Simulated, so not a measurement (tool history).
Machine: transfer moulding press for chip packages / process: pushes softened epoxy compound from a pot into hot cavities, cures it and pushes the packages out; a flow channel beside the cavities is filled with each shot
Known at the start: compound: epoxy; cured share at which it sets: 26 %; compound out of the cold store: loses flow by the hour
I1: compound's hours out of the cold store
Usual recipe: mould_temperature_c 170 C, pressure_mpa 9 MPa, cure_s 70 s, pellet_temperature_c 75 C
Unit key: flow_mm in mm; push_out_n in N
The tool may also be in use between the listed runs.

Run 1, hour 0: usual settings; I1 21.1. Result: flow_mm 664 mm, push_out_n 679 N.
Run 2, hour 81.6: usual settings but pellet_temperature_c 70 C; I1 13.9. Result: flow_mm 676 mm, push_out_n 730 N.
Run 3, hour 180.3: usual settings but pellet_temperature_c 70 C; I1 35.4. Result: flow_mm 641 mm, push_out_n 692 N.
Run 4, hour 272.4: usual settings but pellet_temperature_c 70 C; I1 26.8. Result: flow_mm 652 mm, push_out_n 710 N.
Run 5, hour 325.5: usual settings; I1 13.5. Result: flow_mm 698 mm, push_out_n 553 N.
Run 6, hour 423.1: usual settings but pellet_temperature_c 70 C; I1 46.1. Result: flow_mm 560 mm, push_out_n 566 N.
Run 7, hour 484.5: usual settings but cure_s 85 s, pellet_temperature_c 70 C; I1 40. Result: flow_mm 635 mm, push_out_n 516 N.
Run 8, hour 560.1: usual settings; I1 38.6. Result: flow_mm 615 mm, push_out_n 582 N.
Run 9, hour 626.8: usual settings but mould_temperature_c 164 C; I1 22.8. Result: flow_mm 676 mm, push_out_n 1126 N.
Run 10, hour 714.4: usual settings but cure_s 91 s; I1 33.5. Result: flow_mm 597 mm, push_out_n 510 N.
Run 11, hour 796: usual settings but cure_s 91 s; I1 42.5. Result: flow_mm 610 mm, push_out_n 495 N.
Run 12, hour 894.5: usual settings; I1 46.5. Result: flow_mm 579 mm, push_out_n 698 N.
Run 13, hour 969: usual settings; I1 13.3. Result: flow_mm 674 mm, push_out_n 680 N.
Run 14, hour 1058.5: usual settings but pressure_mpa 7.14 MPa, cure_s 58 s, pellet_temperature_c 74 C; I1 11.2. Result: flow_mm 652 mm, push_out_n 1141 N.
Run 15, hour 1166.5: usual settings but mould_temperature_c 167 C, pressure_mpa 7.14 MPa, cure_s 58 s; I1 33.1. Result: flow_mm 572 mm, push_out_n 934 N.
Run 16, hour 1227.7: usual settings but mould_temperature_c 167 C, pressure_mpa 9.66 MPa, cure_s 62 s; I1 11.4. Result: flow_mm 725 mm, push_out_n 1032 N.
Run 17, hour 1321: usual settings but mould_temperature_c 176 C, pressure_mpa 10.55 MPa, cure_s 57 s, pellet_temperature_c 74 C; I1 34.6. Result: flow_mm 694 mm, push_out_n 677 N.
Run 18, hour 1379.3: usual settings but mould_temperature_c 176 C, pressure_mpa 10.55 MPa, cure_s 57 s, pellet_temperature_c 74 C; I1 30.4. Result: flow_mm 702 mm, push_out_n 719 N.
Run 19, hour 1442.4: usual settings but mould_temperature_c 173 C, pressure_mpa 7.33 MPa, cure_s 71 s, pellet_temperature_c 81 C; I1 25.1. Result: flow_mm 595 mm, push_out_n 483 N.
Run 20, hour 1517.4: usual settings but mould_temperature_c 166 C, cure_s 85 s, pellet_temperature_c 67 C; I1 25.2. Result: flow_mm 660 mm, push_out_n 449 N.
Run 21, hour 1600.2: usual settings but mould_temperature_c 166 C, cure_s 85 s, pellet_temperature_c 67 C; I1 19.7. Result: flow_mm 684 mm, push_out_n 451 N.
Run 22, hour 1674.6: usual settings but mould_temperature_c 166 C, cure_s 85 s, pellet_temperature_c 67 C; I1 19.6. Result: flow_mm 705 mm, push_out_n 670 N.
Run 23, hour 1745.7: usual settings but mould_temperature_c 178 C, pressure_mpa 7.85 MPa, cure_s 85 s, pellet_temperature_c 67 C; I1 37.6. Result: flow_mm 563 mm, push_out_n 392 N.
Run 24, hour 1790.3: usual settings but mould_temperature_c 178 C, pressure_mpa 7.85 MPa, cure_s 62 s, pellet_temperature_c 76 C; I1 37.1. Result: flow_mm 553 mm, push_out_n 493 N.

Not shown: 49 entries that the log had between the listed runs. Between which runs, and how does the tool's hidden state differ before and after?
Run 1 -> run 2: cavities cleaned with cleaning compound and waxed (hour 10.2); cavities cleaned with cleaning compound and waxed (hour 53.8)
  true mould temperature over the reading, C: 0.39 -> 0.46; pressure that reaches the compound, % of what is set: 91.91 -> 87.33; grip of the stained cavities, % over clean ones': 42.3 -> 43.3
  what was measured, less what the result would be without the hidden state, flow_mm: -29 -> -49 mm; push_out_n: +189 -> +205 N
Run 2 -> run 3: cavities cleaned with cleaning compound and waxed (hour 100); plunger's sealing rings changed (hour 141.6); cavities cleaned with cleaning compound and waxed (hour 143.1)
  true mould temperature over the reading, C: 0.46 -> 0.54; pressure that reaches the compound, % of what is set: 87.33 -> 97.34; grip of the stained cavities, % over clean ones': 43.3 -> 46.4
  what was measured, less what the result would be without the hidden state, flow_mm: -49 -> -11 mm; push_out_n: +205 -> +203 N
Run 3 -> run 4: cavities cleaned with cleaning compound and waxed (hour 191.3); cavities cleaned with cleaning compound and waxed (hour 237.6)
  true mould temperature over the reading, C: 0.54 -> 0.62; pressure that reaches the compound, % of what is set: 97.34 -> 92.17; grip of the stained cavities, % over clean ones': 46.4 -> 50.3
  what was measured, less what the result would be without the hidden state, flow_mm: -11 -> -29 mm; push_out_n: +203 -> +216 N
Run 4 -> run 5: cavities cleaned with cleaning compound and waxed (hour 279.3); cavities cleaned with cleaning compound and waxed (hour 320.1)
  true mould temperature over the reading, C: 0.62 -> 0.66; pressure that reaches the compound, % of what is set: 92.17 -> 89.4; grip of the stained cavities, % over clean ones': 50.3 -> 10.6
  what was measured, less what the result would be without the hidden state, flow_mm: -29 -> -42 mm; push_out_n: +216 -> +30 N
Run 5 -> run 6: cavities cleaned with cleaning compound and waxed (hour 369); cavities cleaned with cleaning compound and waxed (hour 409)
  true mould temperature over the reading, C: 0.66 -> 0.75; pressure that reaches the compound, % of what is set: 89.4 -> 83.98; grip of the stained cavities, % over clean ones': 10.6 -> 27.5
  what was measured, less what the result would be without the hidden state, flow_mm: -42 -> -54 mm; push_out_n: +30 -> +103 N
Run 6 -> run 7: plunger's sealing rings changed (hour 437.6); mould's thermocouples calibrated (hour 455.4); cavities cleaned with cleaning compound and waxed (hour 456.9)
  true mould temperature over the reading, C: 0.75 -> -0.04; pressure that reaches the compound, % of what is set: 83.98 -> 97.52; grip of the stained cavities, % over clean ones': 27.5 -> 41.8
  what was measured, less what the result would be without the hidden state, flow_mm: -54 -> -8 mm; push_out_n: +103 -> +152 N
Run 7 -> run 8: cavities cleaned with cleaning compound and waxed (hour 501.5); cavities cleaned with cleaning compound and waxed (hour 548.8)
  true mould temperature over the reading, C: -0.04 -> 0.03; pressure that reaches the compound, % of what is set: 97.52 -> 93.32; grip of the stained cavities, % over clean ones': 41.8 -> 22.1
  what was measured, less what the result would be without the hidden state, flow_mm: -8 -> -21 mm; push_out_n: +152 -> +105 N
Run 8 -> run 9: cavities cleaned with cleaning compound and waxed (hour 593.7)
  true mould temperature over the reading, C: 0.03 -> 0.08; pressure that reaches the compound, % of what is set: 93.32 -> 89.32; grip of the stained cavities, % over clean ones': 22.1 -> 47.8
  what was measured, less what the result would be without the hidden state, flow_mm: -21 -> -40 mm; push_out_n: +105 -> +359 N
Run 9 -> run 10: cavities cleaned with cleaning compound and waxed (hour 635.8); cavities cleaned with cleaning compound and waxed (hour 679.6)
  true mould temperature over the reading, C: 0.08 -> 0.15; pressure that reaches the compound, % of what is set: 89.32 -> 84.48; grip of the stained cavities, % over clean ones': 47.8 -> 47.4
  what was measured, less what the result would be without the hidden state, flow_mm: -40 -> -53 mm; push_out_n: +359 -> +162 N
Run 10 -> run 11: cavities cleaned with cleaning compound and waxed (hour 725.4); plunger's sealing rings changed (hour 734.8); cavities cleaned with cleaning compound and waxed (hour 770.3)
  true mould temperature over the reading, C: 0.15 -> 0.22; pressure that reaches the compound, % of what is set: 84.48 -> 96; grip of the stained cavities, % over clean ones': 47.4 -> 41.3
  what was measured, less what the result would be without the hidden state, flow_mm: -53 -> -13 mm; push_out_n: +162 -> +143 N
Run 11 -> run 12: cavities cleaned with cleaning compound and waxed (hour 810.4); cavities cleaned with cleaning compound and waxed (hour 857.1)
  true mould temperature over the reading, C: 0.22 -> 0.3; pressure that reaches the compound, % of what is set: 96 -> 90.42; grip of the stained cavities, % over clean ones': 41.3 -> 48.8
  what was measured, less what the result would be without the hidden state, flow_mm: -13 -> -31 mm; push_out_n: +143 -> +218 N
Run 12 -> run 13: cavities cleaned with cleaning compound and waxed (hour 903.1); cavities cleaned with cleaning compound and waxed (hour 945.2)
  true mould temperature over the reading, C: 0.3 -> 0.37; pressure that reaches the compound, % of what is set: 90.42 -> 86.41; grip of the stained cavities, % over clean ones': 48.8 -> 37.5
  what was measured, less what the result would be without the hidden state, flow_mm: -31 -> -52 mm; push_out_n: +218 -> +172 N
Run 13 -> run 14: cavities cleaned with cleaning compound and waxed (hour 989.7); plunger's sealing rings changed (hour 1026.9); cavities cleaned with cleaning compound and waxed (hour 1033.2)
  true mould temperature over the reading, C: 0.37 -> 0.44; pressure that reaches the compound, % of what is set: 86.41 -> 98.08; grip of the stained cavities, % over clean ones': 37.5 -> 40.9
  what was measured, less what the result would be without the hidden state, flow_mm: -52 -> -8 mm; push_out_n: +172 -> +306 N
Run 14 -> run 15: cavities cleaned with cleaning compound and waxed (hour 1076.7); cavities cleaned with cleaning compound and waxed (hour 1118.3); cavities cleaned with cleaning compound and waxed (hour 1164.7)
  true mould temperature over the reading, C: 0.44 -> 0.53; pressure that reaches the compound, % of what is set: 98.08 -> 92.02; grip of the stained cavities, % over clean ones': 40.9 -> 7.9
  what was measured, less what the result would be without the hidden state, flow_mm: -8 -> -26 mm; push_out_n: +306 -> +39 N
Run 15 -> run 16: cavities cleaned with cleaning compound and waxed (hour 1213.3)
  true mould temperature over the reading, C: 0.53 -> 0.59; pressure that reaches the compound, % of what is set: 92.02 -> 88.39; grip of the stained cavities, % over clean ones': 7.9 -> 26.4
  what was measured, less what the result would be without the hidden state, flow_mm: -26 -> -48 mm; push_out_n: +39 -> +180 N
Run 16 -> run 17: cavities cleaned with cleaning compound and waxed (hour 1257.1); cavities cleaned with cleaning compound and waxed (hour 1298.2); plunger's sealing rings changed (hour 1321)
  true mould temperature over the reading, C: 0.59 -> 0.65; pressure that reaches the compound, % of what is set: 88.39 -> 99.94; grip of the stained cavities, % over clean ones': 26.4 -> 34.6
  what was measured, less what the result would be without the hidden state, flow_mm: -48 -> -2 mm; push_out_n: +180 -> +154 N
Run 17 -> run 18: cavities cleaned with cleaning compound and waxed (hour 1347.7)
  true mould temperature over the reading, C: 0.65 -> 0.7; pressure that reaches the compound, % of what is set: 99.94 -> 96.76; grip of the stained cavities, % over clean ones': 34.6 -> 48.9
  what was measured, less what the result would be without the hidden state, flow_mm: -2 -> -14 mm; push_out_n: +154 -> +215 N
Run 18 -> run 19: cavities cleaned with cleaning compound and waxed (hour 1388.1); cavities cleaned with cleaning compound and waxed (hour 1430.9)
  true mould temperature over the reading, C: 0.7 -> 0.75; pressure that reaches the compound, % of what is set: 96.76 -> 93.48; grip of the stained cavities, % over clean ones': 48.9 -> 23.2
  what was measured, less what the result would be without the hidden state, flow_mm: -14 -> -23 mm; push_out_n: +215 -> +79 N
Run 19 -> run 20: cavities cleaned with cleaning compound and waxed (hour 1474.3); mould's thermocouples calibrated (hour 1507); cavities cleaned with cleaning compound and waxed (hour 1517.4)
  true mould temperature over the reading, C: 0.75 -> 0.05; pressure that reaches the compound, % of what is set: 93.48 -> 89.46; grip of the stained cavities, % over clean ones': 23.2 -> 0.4
  what was measured, less what the result would be without the hidden state, flow_mm: -23 -> -38 mm; push_out_n: +79 -> +0 N
Run 20 -> run 21: cavities cleaned with cleaning compound and waxed (hour 1560); cavities cleaned with cleaning compound and waxed (hour 1600.2)
  true mould temperature over the reading, C: 0.05 -> 0.12; pressure that reaches the compound, % of what is set: 89.46 -> 84.66; grip of the stained cavities, % over clean ones': 0.4 -> 0.7
  what was measured, less what the result would be without the hidden state, flow_mm: -38 -> -60 mm; push_out_n: +0 -> +0 N
Run 21 -> run 22: plunger's sealing rings changed (hour 1619.1); cavities cleaned with cleaning compound and waxed (hour 1644)
  true mould temperature over the reading, C: 0.12 -> 0.18; pressure that reaches the compound, % of what is set: 84.66 -> 96.25; grip of the stained cavities, % over clean ones': 0.7 -> 45.1
  what was measured, less what the result would be without the hidden state, flow_mm: -60 -> -14 mm; push_out_n: +0 -> +202 N
Run 22 -> run 23: cavities cleaned with cleaning compound and waxed (hour 1687); cavities cleaned with cleaning compound and waxed (hour 1732.9)
  true mould temperature over the reading, C: 0.18 -> 0.24; pressure that reaches the compound, % of what is set: 96.25 -> 92.22; grip of the stained cavities, % over clean ones': 45.1 -> 23.5
  what was measured, less what the result would be without the hidden state, flow_mm: -14 -> -23 mm; push_out_n: +202 -> +75 N
Run 23 -> run 24: cavities cleaned with cleaning compound and waxed (hour 1773.8)
  true mould temperature over the reading, C: 0.24 -> 0.28; pressure that reaches the compound, % of what is set: 92.22 -> 89.68; grip of the stained cavities, % over clean ones': 23.5 -> 29.7
  what was measured, less what the result would be without the hidden state, flow_mm: -23 -> -31 mm; push_out_n: +75 -> +108 N

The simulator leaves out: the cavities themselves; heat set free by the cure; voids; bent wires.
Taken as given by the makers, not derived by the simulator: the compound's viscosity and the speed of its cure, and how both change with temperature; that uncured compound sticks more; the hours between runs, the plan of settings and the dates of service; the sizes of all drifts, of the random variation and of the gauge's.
